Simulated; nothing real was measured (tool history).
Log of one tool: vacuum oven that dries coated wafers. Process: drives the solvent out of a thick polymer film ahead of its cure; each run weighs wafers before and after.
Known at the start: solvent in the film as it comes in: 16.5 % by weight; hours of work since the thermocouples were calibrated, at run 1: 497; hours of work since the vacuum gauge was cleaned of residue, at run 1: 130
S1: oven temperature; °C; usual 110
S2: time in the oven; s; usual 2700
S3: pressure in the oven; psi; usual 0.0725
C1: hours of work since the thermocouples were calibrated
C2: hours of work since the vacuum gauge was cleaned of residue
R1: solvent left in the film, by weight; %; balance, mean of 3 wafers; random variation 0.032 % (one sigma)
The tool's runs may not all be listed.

| run | hour | S1 | S2 | S3 | C1 | C2 | R1 |
|---|---|---|---|---|---|---|---|
| 1 | 0 | 110 | 2700 | 0.0725 | 497 | 130 | 0.63 |
| 2 | 17.1 | 110 | 2700 | 0.0725 | 509 | 142 | 0.69 |
| 3 | 27 | 110 | 2700 | 0.0725 | 516 | 149 | 0.62 |
| 4 | 36.1 | 110 | 2700 | 0.0725 | 522 | 155 | 0.67 |
| 5 | 57.3 | 110 | 2700 | 0.0725 | 537 | 170 | 0.67 |
| 6 | 73.1 | 110 | 2700 | 0.0725 | 548 | 181 | 0.71 |
| 7 | 88.6 | 110 | 2700 | 0.0725 | 559 | 192 | 0.73 |
| 8 | 103.2 | 110 | 2700 | 0.0725 | 570 | 202 | 0.72 |
| 9 | 117.4 | 118 | 2700 | 0.0725 | 579 | 212 | 0.25 |
| 10 | 134.4 | 118 | 2700 | 0.0725 | 592 | 224 | 0.17 |
| 11 | 146.8 | 117 | 2700 | 0.0725 | 600 | 233 | 0.29 |
| 12 | 165.3 | 112 | 2700 | 0.0725 | 613 | 246 | 0.52 |
| 13 | 178.4 | 112 | 2700 | 0.0725 | 623 | 255 | 0.47 |
| 14 | 188 | 112 | 2700 | 0.2569 | 629 | 262 | 0.95 |
| 15 | 204.2 | 110 | 2700 | 0.0725 | 641 | 274 | 0.72 |
| 16 | 218.8 | 108 | 2700 | 0.0725 | 651 | 284 | 0.88 |
| 17 | 238.3 | 108 | 2700 | 0.0725 | 665 | 298 | 0.92 |
| 18 | 247.3 | 108 | 2700 | 0.0725 | 671 | 304 | 0.96 |
| 19 | 268.3 | 108 | 2700 | 0.0725 | 686 | 319 | 0.93 |
|  | 282.4 | oven's thermocouples calibrated |
| 20 | 287.6 | 108 | 2700 | 0.0725 | 4 | 331 | 0.99 |
| 21 | 306 | 108 | 2700 | 0.0725 | 17 | 344 | 0.92 |
| 22 | 325.1 | 125 | 1500 | 0.121 | 30 | 357 | 0.31 |
| 23 | 340.2 | 105 | 2040 | 0.1823 | 41 | 368 | 2.63 |
| 24 | 352.8 | 125 | 3660 | 0.0447 | 50 | 377 | 0.01 |
| 25 | 369.8 | 117 | 2160 | 0.0734 | 62 | 389 | 0.45 |
| 26 | 386.6 | 102 | 3240 | 0.0991 | 73 | 401 | 1.58 |
| 27 | 406 | 109 | 4080 | 0.1957 | 87 | 415 | 0.68 |
| 28 | 420.7 | 110 | 2520 | 0.0545 | 98 | 425 | 0.69 |
| 29 | 431.5 | 110 | 1500 | 0.0725 | 105 | 432 | 2.3 |
| 30 | 444.1 | 100 | 3180 | 0.2032 | 114 | 441 | 2.39 |
| 31 | 464.7 | 100 | 3180 | 0.2032 | 129 | 456 | 2.39 |
| 32 | 485.5 | 107 | 3840 | 0.2032 | 143 | 471 | 0.8 |
| 33 | 506.1 | 110 | 1380 | 0.0725 | 158 | 485 | 2.6 |
| 34 | 515.4 | 110 | 1380 | 0.0725 | 164 | 492 | 2.69 |
| 35 | 526.7 | 110 | 1380 | 0.0725 | 172 | 500 | 2.65 |
| 36 | 535.5 | 121 | 3960 | 0.0679 | 178 | 506 | 0.15 |
| 37 | 556.2 | 121 | 3960 | 0.0679 | 193 | 520 | 0.08 |
| 38 | 576.8 | 101 | 3960 | 0.0679 | 208 | 535 | 1.12 |
| 39 | 594.2 | 101 | 3960 | 0.0679 | 220 | 547 | 1.14 |
| 40 | 608.1 | 101 | 3960 | 0.0679 | 230 | 557 | 1.11 |
| 41 | 621.5 | 123 | 3960 | 0.0986 | 239 | 567 | 0.14 |

3 ways to go on from here, each from the tool as it stands after run 41. What would each give?
| A | 642.4 | 108 | 3960 | 0.1095 | 254 | 581 | ? |
| B | 642.4 | 123 | 1380 | 0.0986 | 254 | 581 | ? |
| C | 642.4 | 109 | 4500 | 0.1533 | 254 | 581 | ? |

| run | R1 |
|---|---|
| A | 0.53 |
| B | 0.51 |
| C | 0.5 |
Without the tool's hidden state the same runs would have given:
| run | R1 |
|---|---|
| A | 0.53 |
| B | 0.51 |
| C | 0.49 |
